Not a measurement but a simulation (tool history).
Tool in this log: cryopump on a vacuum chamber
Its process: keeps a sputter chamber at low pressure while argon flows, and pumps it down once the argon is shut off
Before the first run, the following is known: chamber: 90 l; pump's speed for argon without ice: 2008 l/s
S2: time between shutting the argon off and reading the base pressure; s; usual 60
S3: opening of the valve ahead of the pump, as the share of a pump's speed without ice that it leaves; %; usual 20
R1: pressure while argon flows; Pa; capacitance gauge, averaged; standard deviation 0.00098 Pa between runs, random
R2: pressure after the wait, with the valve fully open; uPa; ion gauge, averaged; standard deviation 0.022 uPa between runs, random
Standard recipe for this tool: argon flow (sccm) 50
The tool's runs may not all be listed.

Run 1, day 0: usual settings. Result: R1 0.2309 Pa, R2 3.3 uPa.
Run 2, day 1.246: usual settings. Result: R1 0.2362 Pa, R2 3.27 uPa.
At day 1.817: pump warmed up, emptied and cooled again.
Run 3, day 2.912: usual settings. Result: R1 0.2114 Pa, R2 2.38 uPa.
Run 4, day 4.996: usual settings but S3 36 %. Result: R1 0.1181 Pa, R2 2.41 uPa.
Run 5, day 7.175: usual settings but S3 36 %. Result: R1 0.1188 Pa, R2 2.43 uPa.
Run 6, day 8.383: usual settings but S3 36 %. Result: R1 0.119 Pa, R2 2.56 uPa.
Run 7, day 10.621: usual settings. Result: R1 0.2134 Pa, R2 2.62 uPa.
Run 8, day 12.283: usual settings. Result: R1 0.2146 Pa, R2 2.54 uPa.
Run 9, day 13.379: usual settings but S2 164 s. Result: R1 0.2142 Pa, R2 2.33 uPa.
Run 10, day 15.7: usual settings but S2 164 s. Result: R1 0.216 Pa, R2 2.37 uPa.
Run 11, day 17.388: usual settings. Result: R1 0.2155 Pa, R2 2.83 uPa.
Run 12, day 18.633: usual settings but S3 49 %. Result: R1 0.0917 Pa, R2 2.75 uPa.
Run 13, day 20.6: usual settings but S3 49 %. Result: R1 0.0913 Pa, R2 2.84 uPa.
Run 14, day 21.854: usual settings. Result: R1 0.2193 Pa, R2 2.88 uPa.
Run 15, day 23.2: usual settings. Result: R1 0.2176 Pa, R2 2.96 uPa.
At day 23.575: leaking fittings of the chamber tightened, without venting.
Run 16, day 24.933: usual settings. Result: R1 0.2182 Pa, R2 0.77 uPa.
Run 17, day 26.846: usual settings but argon flow (sccm) 63. Result: R1 0.2734 Pa, R2 0.75 uPa.
Run 18, day 28.7: usual settings but argon flow (sccm) 63. Result: R1 0.2739 Pa, R2 0.82 uPa.
Run 19, day 31.033: usual settings but argon flow (sccm) 32, S2 74 s, S3 19 %. Result: R1 0.1466 Pa, R2 0.73 uPa.
Run 20, day 32.188: usual settings but S3 15 %. Result: R1 0.2906 Pa, R2 0.84 uPa.
Run 21, day 33.742: usual settings but argon flow (sccm) 93, S2 71 s, S3 59 %. Result: R1 0.1516 Pa, R2 0.8 uPa.
Run 22, day 35.579: usual settings but argon flow (sccm) 45, S2 46 s, S3 36 %. Result: R1 0.1146 Pa, R2 1.06 uPa.
Run 23, day 36.967: usual settings but S3 49 %. Result: R1 0.0971 Pa, R2 0.95 uPa.
Run 24, day 39.208: usual settings but S2 29 s. Result: R1 0.2228 Pa, R2 1.49 uPa.
Run 25, day 40.358: usual settings but S2 29 s. Result: R1 0.2232 Pa, R2 1.55 uPa.
Run 26, day 42.488: usual settings but argon flow (sccm) 30, S2 66 s, S3 18 %. Result: R1 0.1478 Pa, R2 0.96 uPa.
Run 27, day 44.254: usual settings but argon flow (sccm) 56, S3 34 %. Result: R1 0.156 Pa, R2 1.09 uPa.
Run 28, day 45.946: usual settings but argon flow (sccm) 56, S3 34 %. Result: R1 0.156 Pa, R2 1.1 uPa.
Run 29, day 48.038: usual settings but S2 33 s, S3 15 %. Result: R1 0.2974 Pa, R2 1.59 uPa.
Run 30, day 50.129: usual settings but argon flow (sccm) 27, S2 150 s, S3 44 %. Result: R1 0.061 Pa, R2 0.92 uPa.
Run 31, day 52.333: usual settings but argon flow (sccm) 27, S2 150 s, S3 44 %. Result: R1 0.0611 Pa, R2 0.93 uPa.
Run 32, day 54.462: usual settings but argon flow (sccm) 22, S3 38 %. Result: R1 0.0576 Pa, R2 1.24 uPa.
Run 33, day 56.442: usual settings but argon flow (sccm) 22, S3 38 %. Result: R1 0.0574 Pa, R2 1.38 uPa.

For each run, the measured value with the value that run would have given without the tool's hidden condition subtracted. The run-to-run variation is shared by both, the gauge scatter possibly not:
The tool's hidden condition here consists of: pump's speed, % of a pump's without ice; cold plate's temperature, K; leak into the chamber, uPa l/s; drift of the gauge itself on working_pa, %; drift of the gauge itself on base_upa, %.
run       R1     R2
  1  +0.0224  +2.64
  2  +0.0235  +2.62
  3  +0.0009  +1.72
  4  +0.0014  +1.75
  5   +0.002  +1.79
  6  +0.0022  +1.86
  7  +0.0029  +1.92
  8  +0.0034  +1.92
  9  +0.0037  +1.97
 10  +0.0043  +2.03
 11  +0.0049  +2.14
 12  +0.0053  +2.05
 13  +0.0059  +2.18
 14  +0.0064  +2.21
 15  +0.0068  +2.28
 16  +0.0073  +0.06
 17  +0.0099  +0.09
 18  +0.0107  +0.12
 19   +0.006  +0.16
 20  +0.0098  +0.19
 21  +0.0193  +0.22
 22    +0.01  +0.24
 23  +0.0117  +0.27
 24  +0.0125  +0.32
 25   +0.013  +0.34
 26  +0.0084  +0.37
 27  +0.0165  +0.43
 28  +0.0172  +0.45
 29  +0.0163   +0.5
 30  +0.0095  +0.57
 31    +0.01   +0.6
 32  +0.0087  +0.65
 33  +0.0089  +0.73

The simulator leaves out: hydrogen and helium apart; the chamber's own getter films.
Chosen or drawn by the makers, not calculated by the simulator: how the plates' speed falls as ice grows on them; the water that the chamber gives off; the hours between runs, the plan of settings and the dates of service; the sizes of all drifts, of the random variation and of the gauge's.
